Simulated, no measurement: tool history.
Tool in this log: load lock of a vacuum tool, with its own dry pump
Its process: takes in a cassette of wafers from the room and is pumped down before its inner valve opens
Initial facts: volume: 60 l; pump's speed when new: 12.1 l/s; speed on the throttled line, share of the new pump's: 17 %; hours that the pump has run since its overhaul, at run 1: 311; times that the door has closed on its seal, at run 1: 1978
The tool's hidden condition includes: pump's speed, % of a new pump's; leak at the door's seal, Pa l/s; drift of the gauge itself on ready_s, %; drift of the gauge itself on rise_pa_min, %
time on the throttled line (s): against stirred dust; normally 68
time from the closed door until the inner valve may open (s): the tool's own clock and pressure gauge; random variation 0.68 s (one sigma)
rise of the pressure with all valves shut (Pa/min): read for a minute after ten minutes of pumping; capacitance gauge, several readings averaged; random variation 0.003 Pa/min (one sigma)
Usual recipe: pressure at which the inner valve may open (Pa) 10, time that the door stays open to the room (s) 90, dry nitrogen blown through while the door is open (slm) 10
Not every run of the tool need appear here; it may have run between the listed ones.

run	day	time on the throttled line (s)	pressure at which the inner valve may open (Pa)	time that the door stays open to the room (s)	dry nitrogen blown through while the door is open (slm)	hours that the pump has run since its overhaul	times that the door has closed on its seal	incoming humidity of the room's air, %	time from the closed door until the inner valve may open (s)	rise of the pressure with all valves shut (Pa/min)
1	0	68	10	90	10	311	1978	46.2	102.1	0.05
2	14.833	68	10	28	10	667	2345	44.2	103.8	0.027
3	26.246	68	9	90	10	941	2627	41.3	104.6	0.042
4	39.629	68	9	90	10	1263	2958	47.9	103.7	0.04
5	48.9	68	10	90	10	1485	3187	42	103.3	0.046
6	61.942	68	10	90	10	1798	3510	43.6	103.4	0.048
7	71.238	68	10	90	10	2021	3740	39.5	104.3	0.04
8	79	68	10	90	29	2207	3932	43.9	103.7	0.027
9	89.062	68	10	90	29	2449	4180	48.3	103.8	0.034
10	99.088	68	10	90	29	2689	4428	44.4	103.9	0.029
11	111.646	68	10	90	29	2991	4739	43	104.6	0.029
12	129.4	68	10	90	29	3417	5178	45.8	104.6	0.036
13	142.242	68	10	90	29	3725	5496	44.8	105.4	0.033
14	157.775	68	10	90	29	4098	5880	47.4	105	0.035
15	166.092	68	10	90	10	4298	6085	49	105.6	0.055
16	180.904	68	10	90	10	4653	6452	47.5	106.3	0.056
17	191.688	68	10	90	10	4912	6718	43.1	104.7	0.056
18	201.992	68	10	90	10	5159	6973	46.5	106.8	0.059
19	217.308	41	10	90	10	5527	7352	44.2	83.7	0.055
20	231.529	41	10	90	6	5868	7704	47	84	0.068
21	242.104	41	10	90	6	6122	7965	42.4	84.2	0.06
22	259.888	68	10	90	10	6549	8405	46.6	106.7	0.064
23	268.15	68	10	90	7	6747	8609	41.5	107.9	0.057
24	280.033	82	11	29	5	7032	8903	46	117.2	0.037
25	288.912	82	11	29	4	7245	9123	48.3	117	0.043
26	300.838	34	7	191	22	7532	9418	43.8	82.2	0.069
27	312.654	87	10	77	10	7815	9710	44.1	122.7	0.055
28	319.912	87	10	77	10	7989	9889	46.1	124.5	0.065
29	333.821	38	17	44	6	8323	10233	44.7	80.5	0.042
30	342.383	38	17	44	6	8529	10445	44.7	81.3	0.052
31	350.279	38	15	138	6	8718	10640	48.8	81.7	0.098
32	367.504	38	15	138	6	9131	11066	47.1	81.3	0.095
33	376.133	60	11	38	23	9339	11280	42.6	101.5	0.035
34	386.5	60	11	38	23	9587	11536	44.4	101.6	0.039
35	400.15	60	11	38	23	9915	11874	46.1	101.6	0.036
36	413.512	60	11	38	23	10236	12204	47.1	102.3	0.039

For some of the steps in time from the closed door until the inner valve may open (s) from one run to the next: how much would appear even if the tool had no hidden state, given the settings, what came in and random variation, and how much remains for the hidden state plus any gauge scatter that the measured result and the result without hidden state don't share?
Run 25 -> 26: time on the throttled line (s) 82 -> 34, pressure at which the inner valve may open (Pa) 11 -> 7, time that the door stays open to the room (s) 29 -> 191, dry nitrogen blown through while the door is open (slm) 4 -> 22. time from the closed door until the inner valve may open (s) -34.8: hidden state +1.6, all else -36.4.
Run 26 -> 27: time on the throttled line (s) 34 -> 87, pressure at which the inner valve may open (Pa) 7 -> 10, time that the door stays open to the room (s) 191 -> 77, dry nitrogen blown through while the door is open (slm) 22 -> 10. time from the closed door until the inner valve may open (s) +40.5: hidden state -1.2, all else +41.7.
Run 28 -> 29: time on the throttled line (s) 87 -> 38, pressure at which the inner valve may open (Pa) 10 -> 17, time that the door stays open to the room (s) 77 -> 44, dry nitrogen blown through while the door is open (slm) 10 -> 6. time from the closed door until the inner valve may open (s) -44: hidden state +0.9, all else -44.9.
